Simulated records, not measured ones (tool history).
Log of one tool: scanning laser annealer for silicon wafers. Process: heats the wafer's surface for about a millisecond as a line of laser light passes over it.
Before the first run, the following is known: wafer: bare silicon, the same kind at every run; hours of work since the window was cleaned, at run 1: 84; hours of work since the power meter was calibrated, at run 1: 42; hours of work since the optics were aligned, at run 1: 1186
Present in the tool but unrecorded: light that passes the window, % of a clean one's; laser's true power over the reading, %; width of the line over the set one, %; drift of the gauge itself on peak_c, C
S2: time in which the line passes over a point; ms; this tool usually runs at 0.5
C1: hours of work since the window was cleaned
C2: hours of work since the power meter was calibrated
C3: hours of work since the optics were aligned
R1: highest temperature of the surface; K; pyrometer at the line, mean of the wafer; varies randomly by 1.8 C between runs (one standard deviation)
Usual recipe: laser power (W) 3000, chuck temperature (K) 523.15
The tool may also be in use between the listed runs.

Run 1, hour 0: usual settings; C1 84; C2 42; C3 1186. Result: R1 1271.15 K.
Run 2, hour 8: usual settings; C1 89; C2 46; C3 1190. Result: R1 1275.15 K.
Run 3, hour 12.3: usual settings; C1 91; C2 48; C3 1192. Result: R1 1273.15 K.
Run 4, hour 17.9: usual settings; C1 93; C2 51; C3 1195. Result: R1 1272.15 K.
Run 5, hour 28.4: usual settings; C1 99; C2 56; C3 1200. Result: R1 1272.15 K.
Run 6, hour 36.5: usual settings but laser power (W) 2907, S2 0.513 ms, chuck temperature (K) 547.15; C1 103; C2 60; C3 1204. Result: R1 1280.15 K.
Run 7, hour 46.6: usual settings but laser power (W) 2904, S2 0.353 ms, chuck temperature (K) 510.15; C1 108; C2 65; C3 1209. Result: R1 1116.15 K.
Run 8, hour 51.7: usual settings but laser power (W) 2904, S2 0.353 ms, chuck temperature (K) 510.15; C1 111; C2 68; C3 1212. Result: R1 1120.15 K.
Run 9, hour 57.5: usual settings but laser power (W) 3039, S2 0.493 ms; C1 113; C2 71; C3 1215. Result: R1 1276.15 K.
Run 10, hour 62.9: usual settings but laser power (W) 3070, S2 0.493 ms; C1 116; C2 73; C3 1218. Result: R1 1286.15 K.

4 options for the next run, each taken on its own from the tool as it stands now. Forecast them:
Run A, hour 67.4: usual settings but laser power (W) 2754, S2 0.534 ms, chuck temperature (K) 559.15; C1 118; C2 76; C3 1220. Result: R1 ?.
Run B, hour 67.4: usual settings but laser power (W) 2636, S2 0.575 ms, chuck temperature (K) 495.15; C1 118; C2 76; C3 1220. Result: R1 ?.
Run C, hour 67.4: usual settings but laser power (W) 2643, S2 0.493 ms, chuck temperature (K) 510.15; C1 118; C2 76; C3 1220. Result: R1 ?.
Run D, hour 67.4: usual settings but laser power (W) 2895, S2 0.493 ms; C1 118; C2 76; C3 1220. Result: R1 ?.

run       R1
  A  1263.15
  B  1186.15
  C  1153.15
  D  1240.15
The same runs, with their run-to-run variation unchanged, on a tool lacking any hidden condition would have given:
run       R1
  A  1263.15
  B  1186.15
  C  1154.15
  D  1241.15
